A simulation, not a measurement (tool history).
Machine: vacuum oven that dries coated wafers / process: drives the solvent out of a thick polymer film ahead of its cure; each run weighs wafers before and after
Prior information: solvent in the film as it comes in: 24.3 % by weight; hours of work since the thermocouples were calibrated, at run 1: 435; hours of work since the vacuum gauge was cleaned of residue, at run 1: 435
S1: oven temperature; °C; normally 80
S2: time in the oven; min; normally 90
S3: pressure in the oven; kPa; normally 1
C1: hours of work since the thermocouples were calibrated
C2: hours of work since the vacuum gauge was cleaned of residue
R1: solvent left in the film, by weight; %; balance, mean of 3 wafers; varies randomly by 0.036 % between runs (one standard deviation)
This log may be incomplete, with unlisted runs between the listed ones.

{"run": 1, "hour": 0.0, "S1": 80, "S2": 90, "S3": 1, "C1": 435, "C2": 435, "R1": 5.78}
{"run": 2, "hour": 39.8, "S1": 80, "S2": 90, "S3": 1, "C1": 462, "C2": 462, "R1": 5.62}
{"run": 3, "hour": 81.8, "S1": 80, "S2": 80, "S3": 1, "C1": 490, "C2": 490, "R1": 6.59}
{"run": 4, "hour": 121.2, "S1": 83, "S2": 80, "S3": 1, "C1": 517, "C2": 517, "R1": 5.31}
{"run": 5, "hour": 143.3, "S1": 83, "S2": 80, "S3": 1, "C1": 532, "C2": 532, "R1": 5.35}
{"run": 6, "hour": 171.3, "S1": 83, "S2": 80, "S3": 1, "C1": 551, "C2": 551, "R1": 5.36}
{"run": 7, "hour": 193.1, "S1": 83, "S2": 80, "S3": 1, "C1": 566, "C2": 566, "R1": 5.34}
{"run": 8, "hour": 212.8, "S1": 80, "S2": 90, "S3": 1, "C1": 580, "C2": 580, "R1": 5.81}
{"run": 9, "hour": 251.3, "S1": 71, "S2": 90, "S3": 1, "C1": 606, "C2": 606, "R1": 9.83}
{"run": 10, "hour": 274.6, "S1": 80, "S2": 90, "S3": 1, "C1": 622, "C2": 622, "R1": 5.85}
{"run": 11, "hour": 314.4, "S1": 80, "S2": 90, "S3": 1, "C1": 649, "C2": 649, "R1": 5.82}
{"run": 12, "hour": 340.5, "S1": 80, "S2": 90, "S3": 1, "C1": 667, "C2": 667, "R1": 5.81}
{"run": 13, "hour": 370.6, "S1": 80, "S2": 90, "S3": 1, "C1": 687, "C2": 687, "R1": 5.88}
{"run": 14, "hour": 390.7, "S1": 92, "S2": 90, "S3": 1, "C1": 701, "C2": 701, "R1": 1.77}
{"run": 15, "hour": 432.9, "S1": 92, "S2": 90, "S3": 1, "C1": 730, "C2": 730, "R1": 1.87}
{"run": 16, "hour": 459.5, "S1": 80, "S2": 90, "S3": 2.21, "C1": 748, "C2": 748, "R1": 6.15}
{"run": 17, "hour": 481.3, "S1": 80, "S2": 90, "S3": 1, "C1": 763, "C2": 763, "R1": 5.98}
{"run": 18, "hour": 507.2, "S1": 80, "S2": 90, "S3": 1, "C1": 781, "C2": 781, "R1": 5.93}
{"hour": 530.3, "done": "oven's thermocouples calibrated"}
{"run": 19, "hour": 541.4, "S1": 81, "S2": 119, "S3": 3.64, "C1": 8, "C2": 803, "R1": 3.89}
{"run": 20, "hour": 569.9, "S1": 81, "S2": 119, "S3": 3.64, "C1": 27, "C2": 822, "R1": 3.96}
{"run": 21, "hour": 601.6, "S1": 81, "S2": 119, "S3": 3.64, "C1": 49, "C2": 844, "R1": 4}
{"run": 22, "hour": 624.7, "S1": 80, "S2": 93, "S3": 2.69, "C1": 64, "C2": 860, "R1": 5.66}
{"run": 23, "hour": 656.6, "S1": 90, "S2": 93, "S3": 3.36, "C1": 86, "C2": 881, "R1": 2.33}
{"run": 24, "hour": 677.5, "S1": 80, "S2": 103, "S3": 1.34, "C1": 101, "C2": 896, "R1": 4.76}
{"run": 25, "hour": 720.0, "S1": 80, "S2": 66, "S3": 1.88, "C1": 129, "C2": 925, "R1": 8.03}
{"run": 26, "hour": 743.2, "S1": 80, "S2": 66, "S3": 1.88, "C1": 145, "C2": 940, "R1": 8.03}
{"run": 27, "hour": 777.3, "S1": 80, "S2": 66, "S3": 1.88, "C1": 169, "C2": 964, "R1": 8.02}
{"run": 28, "hour": 802.0, "S1": 80, "S2": 66, "S3": 1.88, "C1": 185, "C2": 981, "R1": 8.02}
{"run": 29, "hour": 826.3, "S1": 80, "S2": 66, "S3": 1.88, "C1": 202, "C2": 997, "R1": 8}
{"run": 30, "hour": 852.3, "S1": 86, "S2": 67, "S3": 1.79, "C1": 220, "C2": 1015, "R1": 5.39}
{"run": 31, "hour": 888.0, "S1": 76, "S2": 77, "S3": 1, "C1": 244, "C2": 1039, "R1": 8.6}
{"run": 32, "hour": 926.9, "S1": 88, "S2": 68, "S3": 2.75, "C1": 271, "C2": 1066, "R1": 4.61}
{"run": 33, "hour": 946.2, "S1": 67, "S2": 136, "S3": 2.42, "C1": 284, "C2": 1079, "R1": 9.1}
{"run": 34, "hour": 967.7, "S1": 92, "S2": 90, "S3": 1, "C1": 299, "C2": 1094, "R1": 1.7}
{"run": 35, "hour": 985.8, "S1": 92, "S2": 90, "S3": 1, "C1": 311, "C2": 1106, "R1": 1.82}
{"run": 36, "hour": 1015.5, "S1": 92, "S2": 90, "S3": 1, "C1": 331, "C2": 1126, "R1": 1.77}

Predict each of these 4 candidate next runs independently; none follows another, all start after run 36:
{"run": "A", "hour": 1035.8, "S1": 81, "S2": 108, "S3": 0.62, "C1": 345, "C2": 1140, "R1": "?"}
{"run": "B", "hour": 1035.8, "S1": 67, "S2": 143, "S3": 2.66, "C1": 345, "C2": 1140, "R1": "?"}
{"run": "C", "hour": 1035.8, "S1": 74, "S2": 91, "S3": 1, "C1": 345, "C2": 1140, "R1": "?"}
{"run": "D", "hour": 1035.8, "S1": 80, "S2": 136, "S3": 1.11, "C1": 345, "C2": 1140, "R1": "?"}

run=A R1=4.1
run=B R1=8.85
run=C R1=8.37
run=D R1=3.24
Without the tool's hidden state the same runs would have given:
run=A R1=3.76
run=B R1=8.39
run=C R1=7.97
run=D R1=2.91

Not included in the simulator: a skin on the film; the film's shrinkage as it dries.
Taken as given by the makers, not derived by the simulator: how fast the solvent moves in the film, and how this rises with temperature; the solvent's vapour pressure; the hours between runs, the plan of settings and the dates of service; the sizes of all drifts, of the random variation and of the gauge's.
